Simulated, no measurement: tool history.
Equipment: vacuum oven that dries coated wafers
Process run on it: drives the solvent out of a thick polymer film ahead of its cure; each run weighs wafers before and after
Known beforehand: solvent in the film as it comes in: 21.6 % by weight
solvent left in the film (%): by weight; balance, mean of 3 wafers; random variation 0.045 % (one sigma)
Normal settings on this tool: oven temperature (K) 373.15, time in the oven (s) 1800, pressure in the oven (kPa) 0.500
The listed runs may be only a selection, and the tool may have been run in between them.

run    day  oven temperature (K)  time in the oven (s)  pressure in the oven (kPa)  solvent left in the film (%)
  1  0.000                373.15                  1800                       0.500                          4.52
  2  0.329                373.15                  1800                       0.500                          4.61
  3  0.667                373.15                  1800                       0.500                          4.61
  4  1.058                371.15                  1800                       0.500                          5.54
  5  1.496                371.15                  1800                       0.500                          5.56
  6  2.017                371.15                  1800                       0.500                          5.42
  7  2.250                371.15                  1800                       0.500                          5.51
  8  2.538                371.15                  1800                       0.500                          5.43
  9  2.829                371.15                  1800                       0.500                          5.55
 10  3.112                371.15                  1800                       0.500                          5.48
 11  3.475                373.15                  1020                       0.500                          7.94
 12  3.833                373.15                  1800                       0.409                          4.52
 13  4.171                373.15                  1440                       0.500                          5.88
 14  4.450                373.15                  1440                       0.500                          5.85
 15  4.754                373.15                  1440                       0.500                          5.86
 16  5.008                373.15                  1800                       0.306                          4.47
 17  5.512                369.15                  2400                       0.500                          4.62
 18  5.754                373.15                  1140                       0.400                          7.33
 19  6.283                366.15                  1260                       0.500                          9.99
 20  6.512                377.15                  1380                       0.264                          4.29
 21  6.992                377.15                  1380                       0.264                          4.28
 22  7.225                358.15                  1020                       0.283                         13.94
 23  7.496                383.15                  1020                       0.283                          3.68
 24  8.029                385.15                  2220                       0.697                          0.72
 25  8.250                362.15                  2400                       0.500                          8.01
 26  8.642                362.15                  2400                       0.500                          7.87

Some steps in solvent left in the film (%) between neighbouring runs. How much of each would the tool show without its hidden state too (settings, what came in, random variation), and how much is left for the hidden state, with any gauge scatter that isn't in both results?
Hidden conditions of the tool in this case: true wafer temperature over the reading, C; true pressure over the reading, kPa; drift of the gauge itself on solvent_pct, %.
Run 21 -> 22: oven temperature (K) 377.15 -> 358.15, time in the oven (s) 1380 -> 1020, pressure in the oven (kPa) 0.264 -> 0.283. solvent left in the film (%) +9.66: hidden state +0.03, all else +9.63.
Run 22 -> 23: oven temperature (K) 358.15 -> 383.15. solvent left in the film (%) -10.26: hidden state -0.03, all else -10.23.
Run 23 -> 24: oven temperature (K) 383.15 -> 385.15, time in the oven (s) 1020 -> 2220, pressure in the oven (kPa) 0.283 -> 0.697. solvent left in the film (%) -2.96: hidden state +0.10, all else -3.06.
Run 24 -> 25: oven temperature (K) 385.15 -> 362.15, time in the oven (s) 2220 -> 2400, pressure in the oven (kPa) 0.697 -> 0.500. solvent left in the film (%) +7.29: hidden state -0.10, all else +7.39.
